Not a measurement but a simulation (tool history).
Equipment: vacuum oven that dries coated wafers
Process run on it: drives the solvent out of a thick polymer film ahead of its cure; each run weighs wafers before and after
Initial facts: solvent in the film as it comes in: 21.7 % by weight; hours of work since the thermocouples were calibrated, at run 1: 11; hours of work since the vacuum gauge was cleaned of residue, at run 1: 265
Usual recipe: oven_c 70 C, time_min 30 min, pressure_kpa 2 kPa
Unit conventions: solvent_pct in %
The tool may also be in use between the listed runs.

run	day	oven_c	time_min	pressure_kpa	hours of work since the thermocouples were calibrated	hours of work since the vacuum gauge was cleaned of residue	solvent_pct
1	0	70	30	2	11	265	3.93
2	2.662	70	30	2	60	314	3.89
3	6.396	70	30	2	129	383	3.97
4	8.588	70	30	2	170	424	4.02
5	11.242	70	30	2	219	473	4.01
6	15.221	70	30	2	292	546	4.02
7	17.962	70	30	2	343	597	3.97
8	19.858	70	30	2	378	632	3.96
9	23.879	70	30	1.15	452	706	3.7
10	25.838	70	30	1.15	488	743	3.58
11	27.9	70	30	1.15	527	781	3.64
12	30.529	70	30	2	575	829	3.92
13	32.85	70	30	1.24	618	872	3.6
14	35.688	70	30	1.24	670	925	3.71
15	37.579	70	30	5.19	705	959	5.11
16	40.808	73	30	2	765	1019	3.03
17	44.808	83	30	2	839	1093	1.22
18	48.138	74	30	2	900	1155	2.74
# day 49.95: oven's thermocouples calibrated
19	50.088	74	30	2	3	1189	2.99
20	53.867	74	30	2	72	1259	2.99
21	55.812	74	30	2	108	1295	2.97
22	58.812	67	30	2	164	1350	5.07
23	61.871	67	30	2	220	1407	5.11
24	63.867	67	30	2	257	1444	5.13
25	66.404	67	30	2	304	1491	5.06
26	68.758	67	30	2	348	1534	5.02
27	71.138	67	30	2	392	1578	5.08
28	74.617	66	26	3.79	456	1642	6.91
29	78.379	70	30	6.24	525	1712	5.55
# day 81.4: vacuum gauge cleaned of residue and calibrated
30	81.504	70	30	1.66	582	2	4
31	85.262	70	34	1.66	651	71	3.48
32	88.767	70	34	1.66	716	136	3.44
33	91.604	81	30	3.21	769	189	1.92
# day 94.225: vacuum gauge cleaned of residue and calibrated, once more
34	95.683	70	16	2	843	27	7.34
35	99.675	59	35	1.63	916	101	6.34
# day 100.738: oven's thermocouples calibrated
36	103.117	59	35	1.63	44	163	6.82

What does the tool deliver on the next run?
37	104.892	71	30	2.08	77	196	?

solvent_pct: 3.7 %
If the tool had no hidden condition, the same run with the same run-to-run variation would have returned solvent_pct 3.72 %.

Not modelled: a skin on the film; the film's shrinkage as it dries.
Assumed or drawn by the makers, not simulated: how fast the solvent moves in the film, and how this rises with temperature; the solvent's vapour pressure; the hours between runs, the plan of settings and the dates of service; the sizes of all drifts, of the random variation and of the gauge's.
